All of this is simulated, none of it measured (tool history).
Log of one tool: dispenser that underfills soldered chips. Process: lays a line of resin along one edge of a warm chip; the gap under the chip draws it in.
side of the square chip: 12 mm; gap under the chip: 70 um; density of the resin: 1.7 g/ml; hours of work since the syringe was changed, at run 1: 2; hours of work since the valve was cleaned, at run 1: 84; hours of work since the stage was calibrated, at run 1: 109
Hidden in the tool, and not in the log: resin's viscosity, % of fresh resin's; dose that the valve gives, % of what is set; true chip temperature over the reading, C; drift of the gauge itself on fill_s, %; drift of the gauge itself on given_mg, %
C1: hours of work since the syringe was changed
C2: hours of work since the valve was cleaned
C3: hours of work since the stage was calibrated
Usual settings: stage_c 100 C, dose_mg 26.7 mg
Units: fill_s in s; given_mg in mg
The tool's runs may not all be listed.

run 1 hour=0.0 | stage_c=100 dose_mg=26.7 | C1=2 C2=84 C3=109 | fill_s=143.7 given_mg=25.76
run 2 hour=6.8 | stage_c=100 dose_mg=26.7 | C1=6 C2=89 C3=113 | fill_s=185.7 given_mg=25.73
run 3 hour=12.5 | stage_c=100 dose_mg=26.7 | C1=10 C2=93 C3=117 | fill_s=230.6 given_mg=25.59
-- hour=14.8 new syringe of resin
run 4 hour=18.8 | stage_c=100 dose_mg=27.2 | C1=3 C2=97 C3=121 | fill_s=149.1 given_mg=25.93
run 5 hour=24.5 | stage_c=100 dose_mg=27.2 | C1=7 C2=101 C3=125 | fill_s=185.9 given_mg=25.79
run 6 hour=28.1 | stage_c=100 dose_mg=29.9 | C1=9 C2=103 C3=128 | fill_s=220.8 given_mg=28.57
run 7 hour=31.4 | stage_c=111 dose_mg=26.7 | C1=11 C2=106 C3=130 | fill_s=173.9 given_mg=25.67
-- hour=32.4 new syringe of resin
run 8 hour=38.8 | stage_c=111 dose_mg=26.7 | C1=4 C2=110 C3=135 | fill_s=117.3 given_mg=25.42
run 9 hour=46.3 | stage_c=111 dose_mg=26.7 | C1=9 C2=116 C3=140 | fill_s=156.6 given_mg=25.30
-- hour=49.8 new syringe of resin
run 10 hour=51.5 | stage_c=105 dose_mg=28.8 | C1=1 C2=119 C3=143 | fill_s=114.5 given_mg=27.39
-- hour=55.9 dispensing valve cleaned and set on the balance
run 11 hour=60.3 | stage_c=102 dose_mg=30.8 | C1=7 C2=3 C3=149 | fill_s=173.2 given_mg=30.65
run 12 hour=67.0 | stage_c=109 dose_mg=27.5 | C1=11 C2=8 C3=153 | fill_s=178.3 given_mg=27.32
-- hour=68.4 new syringe of resin
run 13 hour=75.2 | stage_c=88 dose_mg=33.7 | C1=5 C2=13 C3=159 | fill_s=247.2 given_mg=33.60
run 14 hour=79.4 | stage_c=85 dose_mg=25.8 | C1=7 C2=16 C3=161 | fill_s=322.0 given_mg=25.54
-- hour=85.5 new syringe of resin
run 15 hour=85.7 | stage_c=109 dose_mg=25.0 | C1=0 C2=20 C3=166 | fill_s=102.2 given_mg=24.77
run 16 hour=89.3 | stage_c=109 dose_mg=34.5 | C1=3 C2=22 C3=168 | fill_s=113.4 given_mg=34.11
run 17 hour=94.4 | stage_c=109 dose_mg=34.5 | C1=6 C2=26 C3=171 | fill_s=139.3 given_mg=33.86
run 18 hour=99.6 | stage_c=107 dose_mg=30.9 | C1=10 C2=29 C3=175 | fill_s=180.3 given_mg=30.31

Forecast each of these 5 alternatives for the next run:
-- hour=102.7 new syringe of resin
run A hour=103.4 | stage_c=100 dose_mg=24.3 | C1=0 C2=32 C3=177 | fill_s=? given_mg=?
-- hour=102.7 new syringe of resin
run B hour=103.4 | stage_c=107 dose_mg=25.8 | C1=0 C2=32 C3=177 | fill_s=? given_mg=?
-- hour=102.7 new syringe of resin
run C hour=103.4 | stage_c=114 dose_mg=30.9 | C1=0 C2=32 C3=177 | fill_s=? given_mg=?
-- hour=102.7 new syringe of resin
run D hour=103.4 | stage_c=110 dose_mg=29.3 | C1=0 C2=32 C3=177 | fill_s=? given_mg=?
-- hour=102.7 new syringe of resin
run E hour=103.4 | stage_c=107 dose_mg=26.7 | C1=0 C2=32 C3=177 | fill_s=? given_mg=?

run=A fill_s=135.5 given_mg=23.98
run=B fill_s=106.2 given_mg=25.37
run=C fill_s=85.8 given_mg=30.29
run=D fill_s=97.4 given_mg=28.87
run=E fill_s=107.8 given_mg=26.37
Without the tool's hidden state the same runs would have given:
run=A fill_s=126.6 given_mg=24.34
run=B fill_s=99.5 given_mg=25.75
run=C fill_s=80.7 given_mg=30.75
run=D fill_s=91.5 given_mg=29.30
run=E fill_s=101.0 given_mg=26.77

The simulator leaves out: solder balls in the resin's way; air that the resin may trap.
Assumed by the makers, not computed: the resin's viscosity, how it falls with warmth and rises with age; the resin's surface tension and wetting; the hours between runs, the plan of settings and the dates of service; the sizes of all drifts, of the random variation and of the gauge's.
